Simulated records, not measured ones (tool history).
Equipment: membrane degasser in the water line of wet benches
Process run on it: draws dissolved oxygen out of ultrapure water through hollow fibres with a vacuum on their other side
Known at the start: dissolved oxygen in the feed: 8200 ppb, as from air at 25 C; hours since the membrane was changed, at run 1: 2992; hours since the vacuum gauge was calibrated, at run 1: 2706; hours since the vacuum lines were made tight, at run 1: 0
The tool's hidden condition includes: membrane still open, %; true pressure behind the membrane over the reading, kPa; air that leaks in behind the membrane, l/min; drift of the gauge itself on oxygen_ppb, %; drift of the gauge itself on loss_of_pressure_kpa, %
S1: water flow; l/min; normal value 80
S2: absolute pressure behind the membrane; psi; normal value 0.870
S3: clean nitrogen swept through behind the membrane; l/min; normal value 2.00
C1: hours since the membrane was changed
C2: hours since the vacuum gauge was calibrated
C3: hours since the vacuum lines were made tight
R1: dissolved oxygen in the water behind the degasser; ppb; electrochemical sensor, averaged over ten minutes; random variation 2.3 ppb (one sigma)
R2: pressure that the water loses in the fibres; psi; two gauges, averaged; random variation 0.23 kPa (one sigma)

run	day	S1	S2	S3	C1	C2	C3	R1	R2
1	0.000	80	0.870	2.00	2992	2706	0	241.4	9.029
2	2.483	80	0.870	2.00	3052	2765	60	241.8	9.020
3	5.125	80	0.870	2.00	3115	2829	123	246.1	9.020
4	8.704	80	0.870	2.00	3201	2915	209	243.5	8.988
5	13.588	80	0.870	2.00	3318	3032	326	248.8	9.011
6	15.608	80	0.870	1.42	3367	3080	375	313.5	9.084
7	19.921	80	0.870	2.00	3470	3184	478	247.8	9.134
8	24.788	80	0.870	2.00	3587	3301	595	246.7	9.094
9	29.367	80	0.870	2.00	3697	3411	705	248.1	9.145
10	31.862	80	0.870	2.00	3757	3471	765	245.3	9.184
11	35.279	80	0.870	2.00	3839	3553	847	249.1	9.114
12	37.471	80	0.870	2.00	3892	3605	899	247.0	9.087
13	41.354	80	0.870	2.00	3985	3698	992	250.5	9.168
14	43.600	80	0.870	2.00	4039	3752	1046	247.1	9.132
15	47.054	80	0.745	2.00	4122	3835	1129	184.7	9.165
16	49.375	80	0.745	2.00	4177	3891	1185	186.2	9.171
17	52.617	80	0.745	2.00	4255	3969	1263	187.1	9.158
18	56.154	80	0.870	1.25	4340	4054	1348	346.9	9.194
19	60.629	64	0.870	2.63	4448	4161	1455	166.4	7.365
20	63.646	117	1.652	0.99	4520	4233	1527	1332.5	13.459
21	65.712	117	1.652	0.99	4569	4283	1577	1329.9	13.533
22	67.750	105	1.652	4.54	4618	4332	1626	437.2	12.092
23	72.367	105	1.652	4.54	4729	4443	1737	432.0	12.111
24	75.554	80	1.453	2.73	4806	4519	1813	440.8	9.246
25	78.671	80	0.580	1.44	4880	4594	1888	123.5	9.300
26	83.358	90	0.573	2.00	4993	4706	2001	108.5	10.441
27	87.221	80	0.870	0.81	5086	4799	2093	458.3	9.246
28	89.471	80	0.870	0.81	5140	4853	2147	475.0	9.230
29	92.092	80	0.870	0.81	5203	4916	2210	467.9	9.245
30	94.962	69	1.495	1.26	5272	4985	2279	716.7	8.016
31	97.317	55	1.143	0.82	5328	5041	2336	560.9	6.448
32	100.242	73	0.670	5.98	5398	5112	2406	57.8	8.506
33	104.058	58	1.244	3.73	5490	5203	2497	205.0	6.763

Here are 3 independent what-if runs from the current tool condition. What would each one return?
A	107.025	58	1.088	0.86	5561	5274	2569	?	?
B	107.025	108	1.244	3.65	5561	5274	2569	?	?
C	107.025	80	0.870	3.84	5561	5274	2569	?	?

run	R1	R2
A	526.0	6.779
B	367.4	12.550
C	155.5	9.324
With the hidden condition removed and each run's random variation left untouched, the same runs would have given:
run	R1	R2
A	491.6	6.316
B	339.3	11.693
C	136.2	8.688

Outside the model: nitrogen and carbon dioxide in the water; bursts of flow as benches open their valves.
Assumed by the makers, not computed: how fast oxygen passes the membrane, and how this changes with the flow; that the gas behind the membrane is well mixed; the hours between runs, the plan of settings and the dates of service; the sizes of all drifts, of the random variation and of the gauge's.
